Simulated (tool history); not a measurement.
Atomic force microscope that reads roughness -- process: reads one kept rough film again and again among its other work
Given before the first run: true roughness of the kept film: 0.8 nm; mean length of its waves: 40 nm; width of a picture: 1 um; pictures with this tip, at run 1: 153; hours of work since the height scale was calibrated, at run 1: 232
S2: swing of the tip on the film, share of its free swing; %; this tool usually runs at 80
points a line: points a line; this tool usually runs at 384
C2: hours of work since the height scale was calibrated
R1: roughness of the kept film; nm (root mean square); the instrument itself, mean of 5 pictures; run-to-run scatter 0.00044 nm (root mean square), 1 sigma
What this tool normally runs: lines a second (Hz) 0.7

{"run": 1, "hour": 0.0, "lines a second (Hz)": 0.7, "S2": 80, "points a line": 384, "pictures with this tip": 153, "C2": 232, "R1": 0.7487}
{"run": 2, "hour": 6.4, "lines a second (Hz)": 0.7, "S2": 80, "points a line": 384, "pictures with this tip": 161, "C2": 236, "R1": 0.749}
{"run": 3, "hour": 15.4, "lines a second (Hz)": 0.7, "S2": 80, "points a line": 384, "pictures with this tip": 171, "C2": 241, "R1": 0.7476}
{"run": 4, "hour": 21.5, "lines a second (Hz)": 0.7, "S2": 80, "points a line": 384, "pictures with this tip": 178, "C2": 245, "R1": 0.7476}
{"run": 5, "hour": 28.9, "lines a second (Hz)": 0.7, "S2": 80, "points a line": 384, "pictures with this tip": 186, "C2": 249, "R1": 0.7473}
{"run": 6, "hour": 34.5, "lines a second (Hz)": 0.7, "S2": 80, "points a line": 384, "pictures with this tip": 193, "C2": 252, "R1": 0.7471}
{"run": 7, "hour": 42.0, "lines a second (Hz)": 0.7, "S2": 80, "points a line": 384, "pictures with this tip": 201, "C2": 257, "R1": 0.7466}
{"run": 8, "hour": 52.7, "lines a second (Hz)": 0.7, "S2": 80, "points a line": 384, "pictures with this tip": 213, "C2": 263, "R1": 0.7463}
{"run": 9, "hour": 62.3, "lines a second (Hz)": 3.651, "S2": 80, "points a line": 384, "pictures with this tip": 224, "C2": 269, "R1": 0.6239}
{"hour": 68.5, "done": "new tip fitted"}
{"run": 10, "hour": 68.8, "lines a second (Hz)": 3.651, "S2": 80, "points a line": 384, "pictures with this tip": 0, "C2": 272, "R1": 0.6312}
{"run": 11, "hour": 80.8, "lines a second (Hz)": 3.651, "S2": 80, "points a line": 384, "pictures with this tip": 14, "C2": 279, "R1": 0.6316}
{"run": 12, "hour": 86.1, "lines a second (Hz)": 3.651, "S2": 80, "points a line": 384, "pictures with this tip": 20, "C2": 282, "R1": 0.6303}
{"run": 13, "hour": 97.3, "lines a second (Hz)": 0.7, "S2": 57, "points a line": 384, "pictures with this tip": 32, "C2": 289, "R1": 0.7817}
{"run": 14, "hour": 105.9, "lines a second (Hz)": 0.7, "S2": 60, "points a line": 384, "pictures with this tip": 42, "C2": 294, "R1": 0.778}
{"run": 15, "hour": 116.3, "lines a second (Hz)": 0.7, "S2": 80, "points a line": 384, "pictures with this tip": 54, "C2": 300, "R1": 0.7524}
{"run": 16, "hour": 124.9, "lines a second (Hz)": 0.7, "S2": 56, "points a line": 384, "pictures with this tip": 64, "C2": 305, "R1": 0.7805}
{"run": 17, "hour": 134.3, "lines a second (Hz)": 0.7, "S2": 56, "points a line": 384, "pictures with this tip": 74, "C2": 311, "R1": 0.7796}
{"run": 18, "hour": 143.4, "lines a second (Hz)": 0.7, "S2": 56, "points a line": 384, "pictures with this tip": 85, "C2": 316, "R1": 0.7791}
{"run": 19, "hour": 151.3, "lines a second (Hz)": 0.7, "S2": 56, "points a line": 384, "pictures with this tip": 94, "C2": 321, "R1": 0.7787}
{"run": 20, "hour": 158.8, "lines a second (Hz)": 0.7, "S2": 56, "points a line": 384, "pictures with this tip": 102, "C2": 325, "R1": 0.7776}
{"run": 21, "hour": 169.0, "lines a second (Hz)": 0.7, "S2": 80, "points a line": 749, "pictures with this tip": 114, "C2": 331, "R1": 0.753}
{"run": 22, "hour": 174.6, "lines a second (Hz)": 0.7, "S2": 80, "points a line": 749, "pictures with this tip": 120, "C2": 335, "R1": 0.7531}
{"run": 23, "hour": 183.0, "lines a second (Hz)": 0.993, "S2": 74, "points a line": 559, "pictures with this tip": 130, "C2": 340, "R1": 0.7504}
{"run": 24, "hour": 188.8, "lines a second (Hz)": 0.597, "S2": 74, "points a line": 559, "pictures with this tip": 136, "C2": 343, "R1": 0.7643}
{"run": 25, "hour": 198.6, "lines a second (Hz)": 2.846, "S2": 75, "points a line": 658, "pictures with this tip": 147, "C2": 349, "R1": 0.6834}
{"run": 26, "hour": 211.4, "lines a second (Hz)": 0.967, "S2": 80, "points a line": 692, "pictures with this tip": 162, "C2": 356, "R1": 0.7388}
{"run": 27, "hour": 222.9, "lines a second (Hz)": 2.819, "S2": 65, "points a line": 384, "pictures with this tip": 175, "C2": 363, "R1": 0.723}
{"run": 28, "hour": 228.4, "lines a second (Hz)": 2.819, "S2": 65, "points a line": 384, "pictures with this tip": 181, "C2": 366, "R1": 0.7231}
{"run": 29, "hour": 234.7, "lines a second (Hz)": 2.77, "S2": 56, "points a line": 513, "pictures with this tip": 189, "C2": 370, "R1": 0.7507}
{"run": 30, "hour": 245.6, "lines a second (Hz)": 0.89, "S2": 88, "points a line": 513, "pictures with this tip": 201, "C2": 376, "R1": 0.7191}
{"run": 31, "hour": 254.4, "lines a second (Hz)": 0.89, "S2": 88, "points a line": 513, "pictures with this tip": 211, "C2": 382, "R1": 0.7189}
{"run": 32, "hour": 266.0, "lines a second (Hz)": 0.89, "S2": 88, "points a line": 513, "pictures with this tip": 224, "C2": 388, "R1": 0.7185}
{"hour": 272.7, "done": "new tip fitted"}
{"run": 33, "hour": 276.0, "lines a second (Hz)": 2.843, "S2": 88, "points a line": 299, "pictures with this tip": 4, "C2": 394, "R1": 0.6141}
{"run": 34, "hour": 284.7, "lines a second (Hz)": 0.574, "S2": 74, "points a line": 549, "pictures with this tip": 14, "C2": 399, "R1": 0.772}
{"run": 35, "hour": 290.9, "lines a second (Hz)": 3.329, "S2": 59, "points a line": 549, "pictures with this tip": 21, "C2": 403, "R1": 0.742}
{"run": 36, "hour": 296.8, "lines a second (Hz)": 0.826, "S2": 80, "points a line": 384, "pictures with this tip": 28, "C2": 406, "R1": 0.7494}
{"run": 37, "hour": 306.0, "lines a second (Hz)": 1.11, "S2": 78, "points a line": 407, "pictures with this tip": 38, "C2": 412, "R1": 0.74}
{"run": 38, "hour": 313.2, "lines a second (Hz)": 0.671, "S2": 58, "points a line": 920, "pictures with this tip": 46, "C2": 416, "R1": 0.7837}
{"run": 39, "hour": 318.5, "lines a second (Hz)": 1.999, "S2": 60, "points a line": 920, "pictures with this tip": 52, "C2": 419, "R1": 0.7601}
{"run": 40, "hour": 330.0, "lines a second (Hz)": 0.64, "S2": 69, "points a line": 342, "pictures with this tip": 65, "C2": 426, "R1": 0.7701}
{"run": 41, "hour": 339.0, "lines a second (Hz)": 0.64, "S2": 69, "points a line": 342, "pictures with this tip": 76, "C2": 431, "R1": 0.7702}
{"run": 42, "hour": 349.0, "lines a second (Hz)": 0.7, "S2": 59, "points a line": 384, "pictures with this tip": 87, "C2": 437, "R1": 0.7776}
{"run": 43, "hour": 355.8, "lines a second (Hz)": 0.7, "S2": 69, "points a line": 384, "pictures with this tip": 95, "C2": 441, "R1": 0.7679}

Predict each of these 4 candidate next runs independently; none follows another, all start after run 43:
{"run": "A", "hour": 368.2, "lines a second (Hz)": 0.7, "S2": 87, "points a line": 384, "pictures with this tip": 109, "C2": 448, "R1": "?"}
{"run": "B", "hour": 368.2, "lines a second (Hz)": 1.969, "S2": 69, "points a line": 384, "pictures with this tip": 109, "C2": 448, "R1": "?"}
{"run": "C", "hour": 368.2, "lines a second (Hz)": 0.783, "S2": 86, "points a line": 1001, "pictures with this tip": 109, "C2": 448, "R1": "?"}
{"run": "D", "hour": 368.2, "lines a second (Hz)": 1.982, "S2": 58, "points a line": 881, "pictures with this tip": 109, "C2": 448, "R1": "?"}

run=A R1=0.7376
run=B R1=0.7333
run=C R1=0.7367
run=D R1=0.7621
Take away the tool's hidden state, keep each run's random variation, and the runs would have read:
run=A R1=0.738
run=B R1=0.7338
run=C R1=0.7372
run=D R1=0.7626

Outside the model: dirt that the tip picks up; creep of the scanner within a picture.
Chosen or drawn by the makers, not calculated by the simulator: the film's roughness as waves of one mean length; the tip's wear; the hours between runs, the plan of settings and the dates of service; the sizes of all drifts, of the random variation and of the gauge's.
